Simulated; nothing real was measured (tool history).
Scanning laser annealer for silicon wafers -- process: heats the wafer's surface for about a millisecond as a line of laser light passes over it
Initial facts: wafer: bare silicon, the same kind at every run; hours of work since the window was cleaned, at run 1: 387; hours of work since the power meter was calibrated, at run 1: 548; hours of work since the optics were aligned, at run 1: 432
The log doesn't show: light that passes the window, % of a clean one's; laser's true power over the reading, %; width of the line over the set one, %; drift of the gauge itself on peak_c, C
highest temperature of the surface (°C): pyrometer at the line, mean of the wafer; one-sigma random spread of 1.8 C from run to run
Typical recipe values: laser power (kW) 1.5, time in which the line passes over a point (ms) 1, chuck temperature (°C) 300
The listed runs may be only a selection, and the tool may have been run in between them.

run	hour	laser power (kW)	time in which the line passes over a point (ms)	chuck temperature (°C)	hours of work since the window was cleaned	hours of work since the power meter was calibrated	hours of work since the optics were aligned	highest temperature of the surface (°C)
1	0	1.5	1	300	387	548	432	992
2	52.6	1.5	1	300	414	575	458	989
3	80.2	1.5	1	300	428	589	472	989
4	119.7	1.5	1	300	447	608	492	988
5	167.2	1.5	1	300	471	632	515	984
6	195.3	1.5	1	300	485	646	529	985
7	252.6	1.629	1	300	514	675	558	1065
8	311.2	1.629	1	300	543	704	588	1055
9	366.4	1.5	0.93	300	571	732	615	957
10	409.2	1.5	0.93	300	592	754	637	957
11	447.7	1.5	1	280	612	773	656	955
12	506.4	1.5	1	280	641	802	685	951
13	569.6	1.5	1	292	673	834	717	964
# hour 575: window over the wafer cleaned
14	630.7	1.5	1	300	28	864	747	948
15	691.3	1.449	1.01	278	58	894	777	900
16	752.1	1.511	1.1	273	89	924	807	950
17	805.6	1.511	1.1	273	116	951	834	952
# hour 810.9: window over the wafer cleaned, once more
18	833.3	1.511	1.1	273	11	964	847	1019
19	871.1	1.511	1.1	273	30	983	866	1016
20	906.6	1.533	0.86	291	48	1001	884	972
21	951	1.5	0.9	300	70	1023	906	971
22	1007.1	1.5	0.9	300	98	1051	934	971
23	1055.9	1.5	0.9	300	123	1076	959	971
24	1089	1.62	1.22	332	139	1092	975	1178
25	1150.3	1.476	1	319	170	1123	1006	1001
26	1205.8	1.434	1	266	198	1151	1034	922
27	1246.8	1.379	0.75	312	218	1171	1054	861

Here are 4 independent what-if runs from the current tool condition. What would each one return?
A	1284.8	1.428	0.81	312	238	1190	1073	?
B	1284.8	1.541	0.81	308	238	1190	1073	?
C	1284.8	1.327	0.75	312	238	1190	1073	?
D	1284.8	1.379	1.23	312	238	1190	1073	?

run	highest temperature of the surface (°C)
A	905
B	965
C	836
D	992
With no hidden state in the tool, these same runs would have given:
run	highest temperature of the surface (°C)
A	924
B	986
C	853
D	1014
